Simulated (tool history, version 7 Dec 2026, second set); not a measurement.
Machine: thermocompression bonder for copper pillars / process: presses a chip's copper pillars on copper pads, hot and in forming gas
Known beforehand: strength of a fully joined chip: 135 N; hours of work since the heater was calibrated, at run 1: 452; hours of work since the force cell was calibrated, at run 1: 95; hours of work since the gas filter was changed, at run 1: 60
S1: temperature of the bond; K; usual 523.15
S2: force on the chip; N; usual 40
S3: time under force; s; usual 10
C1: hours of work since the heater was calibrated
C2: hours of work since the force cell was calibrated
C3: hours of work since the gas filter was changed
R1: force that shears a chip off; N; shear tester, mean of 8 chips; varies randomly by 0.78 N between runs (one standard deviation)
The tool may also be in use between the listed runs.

run	hour	S1	S2	S3	C1	C2	C3	R1
1	0	523.15	40	10	452	95	60	56
2	17.2	523.15	40	10	465	108	73	56.9
3	34	523.15	40	10	478	120	85	54.1
4	43.1	523.15	40	10	484	127	92	54.4
5	52.9	523.15	58	10	492	134	99	64.6
6	65.8	548.15	40	10	501	144	109	70.8
7	82.4	548.15	40	10	513	156	121	71.6
# hour 93.8: heater calibrated with a thermocouple chip
8	94.4	499.15	40	10	0	164	129	41.9
9	113.9	523.15	56	10	15	178	143	64.9
10	125.4	523.15	56	10	23	186	152	68
11	143.9	523.15	57	10	37	200	165	65
12	157.4	523.15	54	10	47	210	175	65.2
13	171.6	523.15	40	10	58	221	186	55.7
# hour 181.1: forming gas filter changed
14	181.1	523.15	35	10	64	227	0	56.5
15	199.4	523.15	35	10	78	241	14	56.1
16	214.2	523.15	35	10	89	252	25	56.5
17	222.5	523.15	35	10	95	258	31	55.5
18	232.1	523.15	30	10	102	265	38	52.4
19	241.7	523.15	30	10	109	272	45	51.5
20	259.5	523.15	24	10	123	286	58	44.6
21	273.6	523.15	24	10	133	296	69	45.8
22	288.5	523.15	24	10	144	307	80	47.1
23	298.7	510.15	52	17	152	315	87	67
24	316.8	510.15	52	17	165	328	101	67.4
25	328.6	510.15	52	17	174	337	109	66.5
26	338.6	499.15	52	17	181	344	117	57.2
27	350.2	499.15	57	23	190	353	125	65.9
28	360	535.15	38	6	197	360	133	52.4
29	375.1	525.15	37	27	208	371	144	77.7
30	392.2	512.15	41	28	221	384	157	70.6
31	411.6	523.15	28	10	235	398	171	46.8
32	427.6	523.15	26	10	247	410	183	44.1
# hour 442.6: forming gas filter changed
33	444.5	523.15	54	7	259	422	1	59.1
34	462.9	505.15	40	10	273	436	15	45.9
35	474.6	536.15	36	7	282	445	24	56.9
36	486.8	536.15	36	7	291	454	33	55.5
37	495.6	536.15	36	7	297	460	39	56.4
38	505.9	524.15	45	27	305	468	47	83.3
39	516.6	524.15	45	27	313	476	55	85.1
40	532.9	523.15	40	23	325	488	67	77

Branching from run 40: 4 alternative next runs. What would each branch give?
A	542.8	529.15	38	10	332	495	74	?
B	542.8	526.15	30	10	332	495	74	?
C	542.8	543.15	40	9	332	495	74	?
D	542.8	523.15	40	20	332	495	74	?

run	R1
A	59.1
B	51.2
C	68.6
D	73.5
With no hidden state in the tool, these same runs would have given:
run	R1
A	62.7
B	54.5
C	72.6
D	77.8
